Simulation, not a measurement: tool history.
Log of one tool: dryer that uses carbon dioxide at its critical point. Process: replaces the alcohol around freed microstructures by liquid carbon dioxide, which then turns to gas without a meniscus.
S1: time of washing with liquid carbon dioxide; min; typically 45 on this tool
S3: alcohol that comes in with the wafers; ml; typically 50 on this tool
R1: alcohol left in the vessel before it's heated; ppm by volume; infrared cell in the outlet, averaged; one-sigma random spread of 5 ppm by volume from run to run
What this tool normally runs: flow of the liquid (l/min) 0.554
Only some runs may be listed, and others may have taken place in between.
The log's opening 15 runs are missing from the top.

Run 16, day 11.258: usual settings but S1 52 min, S3 52 ml. Result: R1 200 ppm by volume.
Run 17, day 11.738: usual settings but S1 52 min, S3 52 ml. Result: R1 204 ppm by volume.
Run 18, day 12.467: usual settings. Result: R1 239 ppm by volume.
Run 19, day 13.146: usual settings. Result: R1 244 ppm by volume.
At day 13.975: inlet filter changed.
Run 20, day 13.988: usual settings. Result: R1 230 ppm by volume.
Run 21, day 14.958: usual settings but S1 51 min. Result: R1 224 ppm by volume.
Run 22, day 15.517: usual settings but S1 51 min. Result: R1 208 ppm by volume.
Run 23, day 16.404: usual settings but S1 38 min, flow of the liquid (l/min) 0.895, S3 38 ml. Result: R1 207 ppm by volume.
Run 24, day 17.367: usual settings but S1 29 min, flow of the liquid (l/min) 0.774, S3 32 ml. Result: R1 262 ppm by volume.

Run 25 comes next. What will it give?
Run 25, day 17.842: usual settings but S1 29 min, flow of the liquid (l/min) 0.774, S3 32 ml. Result: R1 ?.

R1: 268 ppm by volume
Were there no unlogged condition in the tool, this run, its random variation unchanged, would have produced R1 53 ppm by volume.

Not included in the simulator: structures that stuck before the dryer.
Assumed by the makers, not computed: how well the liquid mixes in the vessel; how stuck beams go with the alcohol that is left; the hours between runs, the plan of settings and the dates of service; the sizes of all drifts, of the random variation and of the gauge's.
